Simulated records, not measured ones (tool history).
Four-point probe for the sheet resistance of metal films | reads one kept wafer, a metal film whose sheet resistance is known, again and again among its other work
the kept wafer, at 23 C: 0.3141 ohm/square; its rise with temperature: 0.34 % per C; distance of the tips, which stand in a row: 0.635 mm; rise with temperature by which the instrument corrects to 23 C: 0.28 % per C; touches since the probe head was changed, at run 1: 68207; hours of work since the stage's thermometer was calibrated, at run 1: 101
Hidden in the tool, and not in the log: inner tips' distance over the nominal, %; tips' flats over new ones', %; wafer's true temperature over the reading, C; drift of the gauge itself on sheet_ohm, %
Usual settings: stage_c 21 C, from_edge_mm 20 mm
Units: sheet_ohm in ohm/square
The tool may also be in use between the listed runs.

run    hour  stage_c  from_edge_mm  touches since the probe head was changed  hours of work since the stage's thermometer was calibrated  sheet_ohm
  1     0.0       21            20                                     68207                                                         101   0.313729
  2    70.0       21            12                                     69609                                                         136   0.313983
  3   143.6       21            20                                     71083                                                         173   0.313666
  4   281.4       21            20                                     73846                                                         242   0.313696
  5   418.3       21            20                                     76587                                                         310   0.313667
  6   480.9       23            20                                     77843                                                         341   0.314006
  7   584.7       21            20                                     79923                                                         393   0.313627
  8   677.4       21            20                                     81779                                                         440   0.313635
      686.9  -- stage's thermometer calibrated
  9   770.8       21            27                                     83642                                                          42   0.313524
 10   845.9       21            11                                     85146                                                          80   0.314049
 11   929.8       21             3                                     86827                                                         121   0.320813
 12   999.5       21             3                                     88223                                                         156   0.320839
 13  1091.9       21             3                                     90075                                                         202   0.320801
 14  1233.2       21            20                                     92905                                                         273   0.313436
     1250.8  -- stage's thermometer calibrated, once more
 15  1311.9       21            20                                     94472                                                          31   0.313044
 16  1421.2       21            20                                     96662                                                          85   0.313110
 17  1532.3       21            20                                     98889                                                         141   0.313125
 18  1594.2       21            20                                    100128                                                         172   0.313065
 19  1694.2       19            20                                    102132                                                         222   0.312819
 20  1815.7       24             4                                    104566                                                         282   0.317725
 21  1927.9       24             4                                    106816                                                         338   0.317756
 22  2000.8       28            20                                    108275                                                         375   0.314220
 23  2074.8       21            11                                    109757                                                         412   0.313472
 24  2144.8       21            37                                    111161                                                         447   0.312950
 25  2238.0       27            20                                    113028                                                         493   0.314135
 26  2377.0       21            15                                    115812                                                         563   0.313178
 27  2508.2       19             5                                    118442                                                         628   0.315152

3 ways to go on from here, each from the tool as it stands after run 27. What would each give?
  A  2619.9       21            60                                    120680                                                         684          ?
  B  2619.9       34             9                                    120680                                                         684          ?
  C  2619.9       19            75                                    120680                                                         684          ?

run  sheet_ohm
  A   0.312881
  B   0.315826
  C   0.312313
Without the tool's hidden state the same runs would have given:
run  sheet_ohm
  A   0.313789
  B   0.316746
  C   0.313219

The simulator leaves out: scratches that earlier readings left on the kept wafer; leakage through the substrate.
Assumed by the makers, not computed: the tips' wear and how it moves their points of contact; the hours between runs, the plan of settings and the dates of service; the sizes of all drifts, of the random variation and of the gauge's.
